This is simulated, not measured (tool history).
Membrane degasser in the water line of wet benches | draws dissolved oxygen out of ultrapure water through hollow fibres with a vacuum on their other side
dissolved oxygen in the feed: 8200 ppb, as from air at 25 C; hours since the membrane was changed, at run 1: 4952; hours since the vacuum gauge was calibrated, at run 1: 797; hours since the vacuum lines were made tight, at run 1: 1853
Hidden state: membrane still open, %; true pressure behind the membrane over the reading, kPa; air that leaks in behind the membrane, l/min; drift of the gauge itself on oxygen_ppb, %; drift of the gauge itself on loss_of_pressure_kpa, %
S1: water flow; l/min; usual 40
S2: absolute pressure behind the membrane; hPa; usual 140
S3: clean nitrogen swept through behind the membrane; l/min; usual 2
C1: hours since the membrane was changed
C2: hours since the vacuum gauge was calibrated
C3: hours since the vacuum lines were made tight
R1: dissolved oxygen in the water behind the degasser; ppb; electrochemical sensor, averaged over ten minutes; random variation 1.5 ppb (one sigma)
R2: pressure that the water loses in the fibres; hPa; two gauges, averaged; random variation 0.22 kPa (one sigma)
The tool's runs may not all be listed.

{"run": 1, "hour": 0.0, "S1": 40, "S2": 140, "S3": 2, "C1": 4952, "C2": 797, "C3": 1853, "R1": 472.5, "R2": 531.6}
{"run": 2, "hour": 162.6, "S1": 40, "S2": 123, "S3": 2, "C1": 5115, "C2": 960, "C3": 2016, "R1": 402.6, "R2": 531.1}
{"run": 3, "hour": 273.4, "S1": 40, "S2": 123, "S3": 2, "C1": 5226, "C2": 1070, "C3": 2127, "R1": 403.9, "R2": 533.8}
{"run": 4, "hour": 484.2, "S1": 40, "S2": 123, "S3": 2, "C1": 5437, "C2": 1281, "C3": 2338, "R1": 403.5, "R2": 531.7}
{"run": 5, "hour": 629.5, "S1": 40, "S2": 123, "S3": 2, "C1": 5582, "C2": 1426, "C3": 2483, "R1": 405.7, "R2": 537.1}
{"run": 6, "hour": 734.4, "S1": 40, "S2": 123, "S3": 2, "C1": 5687, "C2": 1531, "C3": 2588, "R1": 404.6, "R2": 532.3}
{"run": 7, "hour": 927.0, "S1": 40, "S2": 123, "S3": 2.1, "C1": 5879, "C2": 1724, "C3": 2780, "R1": 390.6, "R2": 535.2}
{"run": 8, "hour": 1102.6, "S1": 40, "S2": 140, "S3": 2, "C1": 6055, "C2": 1899, "C3": 2956, "R1": 474.1, "R2": 536.7}
{"run": 9, "hour": 1255.1, "S1": 40, "S2": 140, "S3": 2, "C1": 6208, "C2": 2052, "C3": 3109, "R1": 475.9, "R2": 537}
{"run": 10, "hour": 1439.5, "S1": 40, "S2": 140, "S3": 2, "C1": 6392, "C2": 2236, "C3": 3293, "R1": 476.8, "R2": 533.7}
{"run": 11, "hour": 1576.3, "S1": 40, "S2": 140, "S3": 2, "C1": 6529, "C2": 2373, "C3": 3430, "R1": 475.1, "R2": 536.6}
{"run": 12, "hour": 1769.7, "S1": 40, "S2": 140, "S3": 2, "C1": 6722, "C2": 2567, "C3": 3623, "R1": 477.1, "R2": 538.6}
{"run": 13, "hour": 1893.8, "S1": 34, "S2": 140, "S3": 2, "C1": 6846, "C2": 2691, "C3": 3747, "R1": 412.8, "R2": 457.4}
{"run": 14, "hour": 2021.4, "S1": 34, "S2": 140, "S3": 1.26, "C1": 6974, "C2": 2818, "C3": 3875, "R1": 603.7, "R2": 457.3}
{"run": 15, "hour": 2234.5, "S1": 48, "S2": 140, "S3": 1.26, "C1": 7187, "C2": 3031, "C3": 4088, "R1": 797.5, "R2": 646.5}
{"run": 16, "hour": 2325.6, "S1": 48, "S2": 140, "S3": 1.26, "C1": 7278, "C2": 3122, "C3": 4179, "R1": 799.9, "R2": 646.8}
{"run": 17, "hour": 2527.8, "S1": 48, "S2": 140, "S3": 1.26, "C1": 7480, "C2": 3325, "C3": 4381, "R1": 805.1, "R2": 647.1}
{"run": 18, "hour": 2712.8, "S1": 48, "S2": 140, "S3": 1.26, "C1": 7665, "C2": 3510, "C3": 4566, "R1": 799.8, "R2": 647.3}
{"run": 19, "hour": 2837.9, "S1": 48, "S2": 140, "S3": 1.26, "C1": 7790, "C2": 3635, "C3": 4691, "R1": 802.8, "R2": 647.2}
{"run": 20, "hour": 2955.3, "S1": 48, "S2": 140, "S3": 1.26, "C1": 7908, "C2": 3752, "C3": 4809, "R1": 802.1, "R2": 651.4}
{"run": 21, "hour": 3153.3, "S1": 40, "S2": 140, "S3": 2.64, "C1": 8106, "C2": 3950, "C3": 5007, "R1": 382.2, "R2": 540.6}
{"run": 22, "hour": 3303.6, "S1": 40, "S2": 140, "S3": 2.64, "C1": 8256, "C2": 4100, "C3": 5157, "R1": 381.5, "R2": 543.4}
{"run": 23, "hour": 3474.9, "S1": 40, "S2": 243, "S3": 3.14, "C1": 8427, "C2": 4272, "C3": 5328, "R1": 606.2, "R2": 542.9}
{"run": 24, "hour": 3645.0, "S1": 33, "S2": 148, "S3": 3.14, "C1": 8597, "C2": 4442, "C3": 5498, "R1": 293, "R2": 443.5}
{"run": 25, "hour": 3849.5, "S1": 33, "S2": 148, "S3": 3.14, "C1": 8802, "C2": 4646, "C3": 5703, "R1": 293, "R2": 447.9}
{"run": 26, "hour": 4014.8, "S1": 33, "S2": 148, "S3": 3.14, "C1": 8967, "C2": 4812, "C3": 5868, "R1": 294.7, "R2": 446.1}
{"run": 27, "hour": 4214.0, "S1": 35, "S2": 140, "S3": 1.01, "C1": 9166, "C2": 5011, "C3": 6067, "R1": 734.5, "R2": 476.9}
{"run": 28, "hour": 4338.1, "S1": 45, "S2": 171, "S3": 1.43, "C1": 9291, "C2": 5135, "C3": 6192, "R1": 873.6, "R2": 608.5}
{"run": 29, "hour": 4493.3, "S1": 53, "S2": 131, "S3": 5.1, "C1": 9446, "C2": 5290, "C3": 6347, "R1": 282.1, "R2": 718.3}
{"run": 30, "hour": 4669.6, "S1": 33, "S2": 107, "S3": 2, "C1": 9622, "C2": 5466, "C3": 6523, "R1": 290.4, "R2": 447}
{"run": 31, "hour": 4864.2, "S1": 24, "S2": 129, "S3": 2.89, "C1": 9817, "C2": 5661, "C3": 6718, "R1": 197.8, "R2": 327.9}

Some steps in R1 between neighbouring runs. How much of each would the tool show without its hidden state too (settings, what came in, random variation), and how much is left for the hidden state, with any gauge scatter that isn't in both results?
Run 20 -> 21: S1 48 -> 40, S3 1.26 -> 2.64. R1 -419.9 ppb: hidden state -3.2, all else -416.7.
Run 23 -> 24: S1 40 -> 33, S2 243 -> 148. R1 -313.2 ppb: hidden state -4, all else -309.2.
Run 26 -> 27: S1 33 -> 35, S2 148 -> 140, S3 3.14 -> 1.01. R1 +439.8 ppb: hidden state +5.2, all else +434.6.
Run 28 -> 29: S1 45 -> 53, S2 171 -> 131, S3 1.43 -> 5.1. R1 -591.5 ppb: hidden state -2.5, all else -589.
Run 29 -> 30: S1 53 -> 33, S2 131 -> 107, S3 5.1 -> 2. R1 +8.3 ppb: hidden state -3.4, all else +11.7.
